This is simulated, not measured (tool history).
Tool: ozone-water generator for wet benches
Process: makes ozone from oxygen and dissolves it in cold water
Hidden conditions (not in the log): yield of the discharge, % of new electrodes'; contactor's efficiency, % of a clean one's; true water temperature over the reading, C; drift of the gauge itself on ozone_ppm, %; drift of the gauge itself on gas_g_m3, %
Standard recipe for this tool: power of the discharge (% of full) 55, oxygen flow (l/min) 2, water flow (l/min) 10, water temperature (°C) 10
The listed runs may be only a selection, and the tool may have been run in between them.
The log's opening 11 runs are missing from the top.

| run | hour | power of the discharge (% of full) | oxygen flow (l/min) | water flow (l/min) | water temperature (°C) | hours of work since the electrodes were changed | hours of work since the contactor was cleaned | hours of work since the thermometer was calibrated | dissolved ozone (ppm) | ozone in the gas ahead of the water (g/m3) |
|---|---|---|---|---|---|---|---|---|---|---|
| 12 | 332.9 | 55 | 2 | 10 | 10 | 1282 | 4068 | 2424 | 18.9 | 174.4 |
| 13 | 368 | 55 | 2 | 10 | 10 | 1310 | 4096 | 2452 | 18.6 | 175.2 |
| 14 | 404.8 | 55 | 2 | 10 | 10 | 1340 | 4126 | 2481 | 18.6 | 174.9 |
| 15 | 423.4 | 55 | 2 | 10 | 17 | 1355 | 4141 | 2496 | 17 | 176.1 |
| 16 | 451.4 | 55 | 2 | 10 | 17 | 1377 | 4163 | 2518 | 17.5 | 176.3 |
| 17 | 469.3 | 55 | 2 | 10 | 17 | 1391 | 4177 | 2533 | 17.4 | 174.9 |
| 18 | 489.5 | 55 | 2 | 10 | 17 | 1407 | 4193 | 2549 | 17.4 | 173.8 |
| 19 | 515.4 | 55 | 2 | 10 | 17 | 1428 | 4214 | 2569 | 17.6 | 174 |
| 20 | 552.1 | 55 | 2 | 10 | 17 | 1457 | 4243 | 2599 | 17.2 | 172.7 |
| 21 | 583.9 | 55 | 2 | 10 | 17 | 1483 | 4269 | 2624 | 17.2 | 172.3 |
|  | 608.6 | gauge calibrated |
| 22 | 622.6 | 55 | 2 | 10 | 17 | 1514 | 4300 | 2655 | 17.5 | 179.9 |
| 23 | 664 | 43 | 3.07 | 11 | 7 | 1547 | 4333 | 2688 | 16.6 | 124.3 |
| 24 | 694.8 | 90 | 3.07 | 12 | 13 | 1571 | 4357 | 2713 | 22.8 | 197.1 |
| 25 | 714 | 65 | 3.35 | 9 | 10 | 1587 | 4373 | 2728 | 24.3 | 154.9 |
| 26 | 746.7 | 65 | 3.35 | 9 | 10 | 1613 | 4399 | 2754 | 23.8 | 152.5 |

For run 27, what comes out?
| 27 | 772.8 | 59 | 3.35 | 9 | 10 | 1634 | 4420 | 2775 | ? | ? |

dissolved ozone (ppm): 22.7
ozone in the gas ahead of the water (g/m3): 143.9
Take away the tool's hidden state, keep the run-to-run variation as it was, and the same run would have given dissolved ozone (ppm) 22.7, ozone in the gas ahead of the water (g/m3) 145.1.
